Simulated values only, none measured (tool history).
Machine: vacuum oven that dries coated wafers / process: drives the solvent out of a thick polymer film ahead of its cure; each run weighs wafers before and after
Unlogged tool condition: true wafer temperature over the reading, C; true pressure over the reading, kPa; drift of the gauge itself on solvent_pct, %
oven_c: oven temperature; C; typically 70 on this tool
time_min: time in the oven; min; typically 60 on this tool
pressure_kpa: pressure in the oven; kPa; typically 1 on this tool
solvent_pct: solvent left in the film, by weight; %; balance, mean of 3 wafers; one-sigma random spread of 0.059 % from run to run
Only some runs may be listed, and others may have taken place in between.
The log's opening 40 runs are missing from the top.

run     day  oven_c  time_min  pressure_kpa  hours of work since the thermocouples were calibrated  hours of work since the vacuum gauge was cleaned of residue  solvent_pct
 41  20.842      81        55          0.86                                                    316                                                          449         0.72
 42  21.392      81        55          0.86                                                    323                                                          456         0.71
 43  21.967      81        76          1.59                                                    330                                                          463         0.54
 44  22.642      59        33          1.14                                                    338                                                          471        12.18
 45  23.379      59        33          1.14                                                    347                                                          480        12.13
 46  24.071      59       104          1.14                                                    355                                                          488          5.6
 47  24.725      62       104          1.14                                                    363                                                          496         4.15
 48  25.267      62       104          1.14                                                    370                                                          503         3.89

What if the next run were any one of these 3? Each begins from the tool's condition after run 48:
  A  25.721      66        60           1.7                                                    375                                                          508            ?
  B  25.721      85        64           1.4                                                    375                                                          508            ?
  C  25.721      57        93             1                                                    375                                                          508            ?

run  solvent_pct
  A          5.5
  B         0.48
  C         7.15
Take away the tool's hidden state, keep each run's random variation, and the runs would have read:
run  solvent_pct
  A         5.35
  B         0.43
  C         6.96
